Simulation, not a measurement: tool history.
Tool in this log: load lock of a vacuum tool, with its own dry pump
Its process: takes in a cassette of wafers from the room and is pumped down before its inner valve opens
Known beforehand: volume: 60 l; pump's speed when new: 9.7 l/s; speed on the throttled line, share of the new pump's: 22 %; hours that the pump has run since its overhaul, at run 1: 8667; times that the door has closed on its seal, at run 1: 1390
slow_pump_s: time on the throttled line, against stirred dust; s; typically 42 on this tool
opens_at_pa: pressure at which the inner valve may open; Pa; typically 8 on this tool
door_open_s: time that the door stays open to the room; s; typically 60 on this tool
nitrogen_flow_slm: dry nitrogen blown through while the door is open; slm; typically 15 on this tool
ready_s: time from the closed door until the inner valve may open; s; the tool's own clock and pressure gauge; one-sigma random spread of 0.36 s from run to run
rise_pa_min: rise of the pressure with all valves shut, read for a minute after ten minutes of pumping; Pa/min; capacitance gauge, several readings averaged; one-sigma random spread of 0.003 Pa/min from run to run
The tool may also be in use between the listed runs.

run,day,slow_pump_s,opens_at_pa,door_open_s,nitrogen_flow_slm,hours that the pump has run since its overhaul,times that the door has closed on its seal,"incoming humidity of the room's air, %",ready_s,rise_pa_min
1,0,42,8,60,15,8667,1390,50.3,96.5,0.034
2,10.171,42,8,60,15,8911,1647,45.4,95.9,0.027
3,19.742,42,8,103,15,9140,1889,40.4,96.8,0.032
4,31.588,42,8,60,39,9425,2189,44,96.2,0.019
5,39.167,42,6,60,15,9607,2381,46.2,98.3,0.029
6,53.092,42,6,60,15,9941,2733,44.6,99,0.029
7,62.808,42,6,60,15,10174,2978,44.8,98.8,0.034
8,75.6,42,6,60,15,10481,3302,42.1,99.1,0.027
9,82.838,42,8,60,15,10655,3485,44.6,96.3,0.027
10,90.671,42,8,60,15,10843,3683,46.3,97.4,0.03
11,98.312,42,8,60,15,11026,3876,43.6,96.6,0.029
12,111.675,42,6,60,15,11347,4214,45.5,99.3,0.039
13,123.504,42,8,60,15,11631,4513,48.8,97.7,0.038
14,133.283,42,8,60,15,11865,4761,43.5,97.5,0.041
15,146.221,42,8,156,15,12176,5088,47.9,97.2,0.057
16,152.438,59,8,151,15,12325,5245,45.6,110.4,0.052
17,164.162,42,12,25,10,12607,5542,44.8,94.9,0.039
18,176.104,42,15,169,10,12893,5844,47.2,93.6,0.069
19,189.217,42,15,169,10,13208,6175,46.8,93.4,0.064
20,202.279,42,15,169,10,13521,6506,42.2,94,0.061
21,210.446,42,15,169,10,13717,6712,45.6,93.6,0.068
22,218.683,41,8,169,10,13915,6920,40.1,97.8,0.06
23,230.467,30,15,156,11,14198,7218,45.9,84.8,0.066
24,240.104,42,8,63,35,14429,7462,43.6,99.1,0.045
25,249.392,42,8,63,35,14652,7697,46.1,99.4,0.042
26,256.233,65,8,221,15,14816,7870,45.4,116.2,0.078
27,269.35,65,8,221,15,15131,8202,47.9,116.9,0.074
# day 270.654: dry pump taken out, an overhauled one fitted
28,278.983,57,8,163,25,200,8439,45.3,104.1,0.06
29,286.642,57,8,163,25,384,8633,44.6,104.5,0.057

For each entry between runs, how does the tool's hidden state at the last listed run before it compare with that at the first listed run after it?
Runs 27 to 28: dry pump taken out, an overhauled one fitted (day 270.654)
  pump's speed, % of a new pump's: 87.3 -> 99.7; leak at the door's seal, Pa l/s: 0.0322 -> 0.0332
  measured less the result without the state, ready_s: +6.6 -> +0.1 s; rise_pa_min: +0.03 -> +0.032 Pa/min
